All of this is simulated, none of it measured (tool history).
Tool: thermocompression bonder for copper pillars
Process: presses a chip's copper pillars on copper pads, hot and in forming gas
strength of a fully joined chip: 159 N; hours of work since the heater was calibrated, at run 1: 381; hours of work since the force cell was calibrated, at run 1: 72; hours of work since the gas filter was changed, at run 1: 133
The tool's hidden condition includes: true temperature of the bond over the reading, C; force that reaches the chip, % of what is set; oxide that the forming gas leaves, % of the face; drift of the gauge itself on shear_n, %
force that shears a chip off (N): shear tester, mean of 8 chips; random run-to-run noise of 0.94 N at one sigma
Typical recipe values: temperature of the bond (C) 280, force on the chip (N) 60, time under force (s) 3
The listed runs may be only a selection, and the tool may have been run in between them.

| run | hour | temperature of the bond (C) | force on the chip (N) | time under force (s) | hours of work since the heater was calibrated | hours of work since the force cell was calibrated | hours of work since the gas filter was changed | force that shears a chip off (N) |
|---|---|---|---|---|---|---|---|---|
| 1 | 0.0 | 280 | 60 | 3 | 381 | 72 | 133 | 111.7 |
| 2 | 8.5 | 280 | 60 | 3 | 386 | 77 | 138 | 111.8 |
| 3 | 16.2 | 280 | 60 | 3 | 391 | 82 | 143 | 111.5 |
| 4 | 29.2 | 286 | 60 | 3 | 399 | 90 | 151 | 115.7 |
| 5 | 36.2 | 286 | 60 | 3 | 403 | 94 | 155 | 117.4 |
| 6 | 50.0 | 280 | 60 | 3 | 412 | 103 | 164 | 113.2 |
| 7 | 60.6 | 280 | 60 | 3 | 418 | 109 | 171 | 111.3 |
| 8 | 69.0 | 280 | 52 | 3 | 424 | 115 | 176 | 99.3 |
| 9 | 78.2 | 280 | 52 | 3 | 429 | 120 | 181 | 100.1 |
| 10 | 85.2 | 304 | 60 | 3 | 434 | 125 | 186 | 125.6 |
| 11 | 92.0 | 304 | 60 | 3 | 438 | 129 | 190 | 123.0 |
| 12 | 101.8 | 304 | 60 | 3 | 444 | 135 | 196 | 124.7 |
| 13 | 110.5 | 304 | 60 | 3 | 449 | 140 | 201 | 123.8 |
|  | 113.1 | force cell calibrated |
| 14 | 120.2 | 304 | 60 | 2 | 454 | 4 | 206 | 115.4 |
| 15 | 131.7 | 282 | 60 | 2 | 461 | 11 | 214 | 101.2 |
| 16 | 143.6 | 282 | 60 | 2 | 469 | 19 | 221 | 102.2 |
| 17 | 152.7 | 282 | 60 | 2 | 474 | 24 | 227 | 101.8 |
| 18 | 165.7 | 280 | 60 | 3 | 483 | 33 | 235 | 110.5 |
| 19 | 172.4 | 287 | 60 | 3 | 487 | 37 | 239 | 116.3 |
|  | 189.0 | force cell calibrated, once more |
| 20 | 189.1 | 287 | 60 | 3 | 496 | 0 | 248 | 113.1 |
| 21 | 197.4 | 287 | 60 | 3 | 501 | 5 | 253 | 112.5 |
| 22 | 207.1 | 307 | 60 | 6 | 507 | 11 | 259 | 137.3 |
| 23 | 218.9 | 306 | 82 | 3 | 514 | 18 | 266 | 140.6 |
| 24 | 226.0 | 259 | 60 | 7 | 519 | 23 | 271 | 115.3 |
| 25 | 232.7 | 257 | 39 | 2 | 523 | 27 | 275 | 50.8 |
| 26 | 242.7 | 261 | 60 | 3 | 529 | 33 | 281 | 94.6 |
| 27 | 252.2 | 273 | 66 | 3 | 535 | 39 | 287 | 110.9 |
| 28 | 265.8 | 262 | 39 | 8 | 543 | 47 | 295 | 88.2 |
| 29 | 274.2 | 279 | 67 | 2 | 549 | 53 | 301 | 105.3 |
| 30 | 280.8 | 279 | 67 | 2 | 553 | 57 | 305 | 103.8 |
| 31 | 295.0 | 288 | 67 | 2 | 561 | 65 | 313 | 111.9 |
| 32 | 305.5 | 254 | 82 | 3 | 568 | 72 | 320 | 113.3 |
| 33 | 318.2 | 299 | 86 | 3 | 576 | 80 | 328 | 137.0 |
| 34 | 331.9 | 261 | 38 | 4 | 584 | 88 | 336 | 66.3 |
| 35 | 340.2 | 280 | 48 | 7 | 589 | 93 | 341 | 108.7 |
| 36 | 351.5 | 251 | 48 | 5 | 596 | 100 | 348 | 82.9 |
| 37 | 361.1 | 290 | 37 | 6 | 602 | 106 | 354 | 94.0 |
| 38 | 376.4 | 290 | 37 | 6 | 612 | 116 | 364 | 93.5 |
| 39 | 390.5 | 280 | 53 | 3 | 620 | 124 | 372 | 96.0 |
| 40 | 401.5 | 258 | 60 | 6 | 627 | 131 | 379 | 108.6 |
| 41 | 415.7 | 299 | 60 | 9 | 636 | 140 | 388 | 137.0 |

Below are 3 alternative next runs, each starting from the tool's condition after run 41. Predict each:
| A | 427.9 | 277 | 39 | 9 | 644 | 148 | 396 | ? |
| B | 427.9 | 261 | 77 | 3 | 644 | 148 | 396 | ? |
| C | 427.9 | 293 | 49 | 2 | 644 | 148 | 396 | ? |

| run | force that shears a chip off (N) |
|---|---|
| A | 99.2 |
| B | 111.7 |
| C | 87.2 |
Had the tool no hidden state, the same runs would have come out as:
| run | force that shears a chip off (N) |
|---|---|
| A | 111.9 |
| B | 125.8 |
| C | 98.7 |
